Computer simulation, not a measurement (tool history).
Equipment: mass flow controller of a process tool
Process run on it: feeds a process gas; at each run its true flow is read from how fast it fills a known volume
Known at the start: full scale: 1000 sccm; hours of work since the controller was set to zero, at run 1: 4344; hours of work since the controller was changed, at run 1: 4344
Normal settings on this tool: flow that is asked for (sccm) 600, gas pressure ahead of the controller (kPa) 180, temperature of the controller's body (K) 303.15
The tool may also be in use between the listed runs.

run,day,flow that is asked for (sccm),gas pressure ahead of the controller (kPa),temperature of the controller's body (K),hours of work since the controller was set to zero,hours of work since the controller was changed,true flow (%)
1,0,600,180,303.15,4344,4344,99.39
2,6.692,600,180,303.15,4458,4458,99.3
3,10.717,600,180,303.15,4527,4527,99.44
4,14.346,600,180,303.15,4589,4589,99.54
5,21.929,600,180,303.15,4719,4719,99.65
6,26.667,600,180,303.15,4800,4800,99.69
7,33.617,600,180,303.15,4918,4918,99.65
8,40.521,600,180,303.15,5036,5036,99.82
9,47.321,600,180,303.15,5152,5152,99.93
10,53.762,600,180,303.15,5262,5262,99.97
11,57.575,600,180,303.15,5327,5327,100.01
12,63.883,600,180,302.15,5435,5435,100.29
13,69.867,600,180,302.15,5537,5537,100.35
14,76.396,600,180,302.15,5649,5649,100.31
15,80.412,600,180,302.15,5718,5718,100.47
# day 83.496: controller's zero set anew
16,84.504,600,180,302.15,17,5787,100.46
17,88.533,600,180,300.15,86,5856,100.65
18,95.921,108,180,300.15,212,5982,100.44
19,101.179,108,268,300.15,302,6072,99.9
20,105.338,426,140,308.15,373,6143,100.19
21,111.738,471,211,310.15,482,6252,99.66
22,119.183,302,210,303.15,609,6379,100.31
23,122.875,302,252,311.15,673,6442,99.17

3 options for the next run, each taken on its own from the tool as it stands now. Forecast them:
A,127.892,110,187,300.15,758,6528,?
B,127.892,302,251,302.15,758,6528,?
C,127.892,138,252,311.15,758,6528,?

run,true flow (%)
A,100.74
B,100.21
C,99.1
Stripped of hidden state, with their random variation kept, the same runs would have yielded:
run,true flow (%)
A,99.28
B,98.75
C,97.67
